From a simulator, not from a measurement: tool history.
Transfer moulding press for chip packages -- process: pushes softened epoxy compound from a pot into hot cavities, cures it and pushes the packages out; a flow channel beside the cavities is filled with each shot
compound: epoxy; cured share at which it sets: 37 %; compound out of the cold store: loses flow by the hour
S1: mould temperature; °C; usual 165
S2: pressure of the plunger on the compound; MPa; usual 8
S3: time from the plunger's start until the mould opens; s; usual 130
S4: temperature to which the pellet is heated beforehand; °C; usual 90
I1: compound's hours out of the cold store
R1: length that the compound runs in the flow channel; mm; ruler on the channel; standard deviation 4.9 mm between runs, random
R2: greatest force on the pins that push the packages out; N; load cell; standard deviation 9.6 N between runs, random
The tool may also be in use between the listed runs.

run 1 hour=0 | S1=165 S2=8 S3=130 S4=90 | I1=8.1 | R1=945 R2=455
run 2 hour=9.1 | S1=165 S2=8 S3=130 S4=90 | I1=38.8 | R1=819 R2=415
run 3 hour=17.5 | S1=162 S2=8 S3=130 S4=90 | I1=9.9 | R1=961 R2=552
run 4 hour=22.1 | S1=165 S2=8 S3=130 S4=95 | I1=32.9 | R1=845 R2=437
run 5 hour=29.3 | S1=165 S2=8 S3=130 S4=90 | I1=14.3 | R1=925 R2=453
-- hour=36.9 cavities cleaned with cleaning compound and waxed
run 6 hour=40.5 | S1=165 S2=8 S3=130 S4=90 | I1=28.3 | R1=857 R2=441
run 7 hour=50 | S1=165 S2=8 S3=130 S4=93 | I1=10.7 | R1=929 R2=444
run 8 hour=57.5 | S1=165 S2=8 S3=130 S4=93 | I1=25.7 | R1=871 R2=435
run 9 hour=65.2 | S1=165 S2=8 S3=130 S4=93 | I1=30.8 | R1=845 R2=436
run 10 hour=76.8 | S1=165 S2=8 S3=130 S4=93 | I1=8.9 | R1=942 R2=468
run 11 hour=81.7 | S1=165 S2=8 S3=130 S4=93 | I1=21.4 | R1=893 R2=436
run 12 hour=93.2 | S1=165 S2=8 S3=116 S4=90 | I1=41.9 | R1=813 R2=503
run 13 hour=104.1 | S1=165 S2=8 S3=117 S4=90 | I1=18.2 | R1=907 R2=536
run 14 hour=110.6 | S1=165 S2=8 S3=130 S4=82 | I1=44.2 | R1=803 R2=438
run 15 hour=121.9 | S1=169 S2=6.93 S3=139 S4=91 | I1=29.1 | R1=778 R2=381
run 16 hour=133.1 | S1=172 S2=9.55 S3=139 S4=90 | I1=35.8 | R1=876 R2=368
-- hour=142.8 cavities cleaned with cleaning compound and waxed
run 17 hour=145.6 | S1=161 S2=8 S3=130 S4=90 | I1=28.1 | R1=892 R2=558
run 18 hour=154.9 | S1=167 S2=7.52 S3=130 S4=94 | I1=37.3 | R1=783 R2=398
run 19 hour=163 | S1=171 S2=7.7 S3=110 S4=94 | I1=44.5 | R1=763 R2=397
run 20 hour=168.6 | S1=171 S2=9.76 S3=110 S4=85 | I1=47.3 | R1=842 R2=419
run 21 hour=175 | S1=171 S2=7.96 S3=126 S4=85 | I1=11.3 | R1=901 R2=401
run 22 hour=185.6 | S1=166 S2=8.41 S3=142 S4=82 | I1=16.2 | R1=932 R2=390
run 23 hour=196.1 | S1=166 S2=8.41 S3=142 S4=82 | I1=37.3 | R1=843 R2=392

What does the tool deliver on the next run?
run 24 hour=206.6 | S1=166 S2=8.41 S3=142 S4=82 | I1=12.2 | R1=? R2=?

Logged for run 24: R1 940 mm, R2 378 N.
Had the tool carried no hidden state, the very same run would have given R1 941 mm, R2 375 N.
